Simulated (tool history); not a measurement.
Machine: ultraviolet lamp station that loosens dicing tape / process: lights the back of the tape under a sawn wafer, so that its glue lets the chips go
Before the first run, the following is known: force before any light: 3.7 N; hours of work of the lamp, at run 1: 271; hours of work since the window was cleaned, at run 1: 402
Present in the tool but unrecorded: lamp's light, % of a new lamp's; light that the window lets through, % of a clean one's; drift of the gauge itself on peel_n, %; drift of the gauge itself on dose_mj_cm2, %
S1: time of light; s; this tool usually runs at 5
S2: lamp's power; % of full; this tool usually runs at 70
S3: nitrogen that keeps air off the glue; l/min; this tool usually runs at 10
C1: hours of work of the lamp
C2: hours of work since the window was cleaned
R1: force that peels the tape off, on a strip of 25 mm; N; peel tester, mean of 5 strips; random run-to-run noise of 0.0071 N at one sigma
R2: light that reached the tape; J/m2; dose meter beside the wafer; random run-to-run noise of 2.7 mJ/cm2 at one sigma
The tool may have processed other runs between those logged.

run,hour,S1,S2,S3,C1,C2,R1,R2
1,0,5,70,10,271,402,0.31,2880
2,33.8,5,70,10,286,417,0.322,2870
3,69.2,5,63,10,301,432,0.368,2550
4,96.7,9,70,10,314,445,0.218,5070
5,144.7,5,70,10,335,466,0.322,2770
6,173.2,5,70,10,348,479,0.32,2760
7,212,5,70,10,365,496,0.341,2750
8,246.2,5,70,12,380,511,0.304,2680
# hour 251: window cleaned of glue's vapour
9,287.3,4,70,10,398,16,0.381,2410
10,331,5,70,10,418,36,0.311,2920
11,376.7,5,70,10,438,56,0.305,2890
12,425.2,5,70,10,459,77,0.324,2870
13,455.6,5,70,10,473,91,0.31,2850
14,483.3,5,70,10,485,103,0.314,2840
15,532.5,5,70,10,507,125,0.32,2760
16,578.1,5,70,10,527,145,0.321,2780
17,626,5,70,10,549,167,0.345,2710
18,651.8,5,70,10,560,178,0.329,2650
19,699.8,5,70,10,581,199,0.339,2630
20,736,5,70,10,598,216,0.352,2650
21,775.4,5,70,10,615,233,0.354,2580
22,812.7,2,77,9,632,250,1.15,1150
23,844.5,2,77,9,646,264,1.14,1110
24,896.3,2,87,13,669,287,0.874,1230
25,919.4,9,76,10,679,297,0.219,4850
26,946.3,4,77,3,691,309,0.886,2200
27,999.5,4,77,3,715,333,0.946,2130
28,1049.9,5,94,20,737,355,0.226,3290
29,1080.2,8,75,8,750,369,0.244,4080
30,1102.2,8,75,8,760,378,0.247,4130
31,1148.8,8,75,8,781,399,0.235,4050
32,1181.9,8,75,6,796,414,0.259,3990
33,1209.2,7,80,12,808,426,0.228,3680
34,1251,4,91,10,826,444,0.417,2420
35,1280.6,4,91,4,840,458,0.681,2360
36,1302.8,4,91,4,849,467,0.701,2390
37,1335.9,5,70,14,864,482,0.362,2190
38,1369.6,7,93,4,879,497,0.322,4080
39,1400.6,7,93,11,893,511,0.213,4070
# hour 1407.2: window cleaned of glue's vapour
40,1441,7,84,10,911,15,0.227,4040
41,1476.9,7,84,10,927,31,0.227,3980
42,1528.5,7,84,10,949,54,0.222,3900

Describe how what the log doesn't record of the tool's condition differs between the last listed run preceding each entry between runs and the first listed run following it.
From run 8 to run 9: window cleaned of glue's vapour (hour 251)
  lamp's light, % of a new lamp's: 86.2 -> 85.6; light that the window lets through, % of a clean one's: 89.7 -> 99.2
  what was measured, less what the result would be without the hidden state, R1: +0.065 -> +0.076 N; R2: -790 -> -430 J/m2
From run 39 to run 40: window cleaned of glue's vapour (hour 1407.2)
  lamp's light, % of a new lamp's: 69.7 -> 69.1; light that the window lets through, % of a clean one's: 89.7 -> 99.1
  what was measured, less what the result would be without the hidden state, R1: +0.019 -> +0.023 N; R2: -2440 -> -1850 J/m2
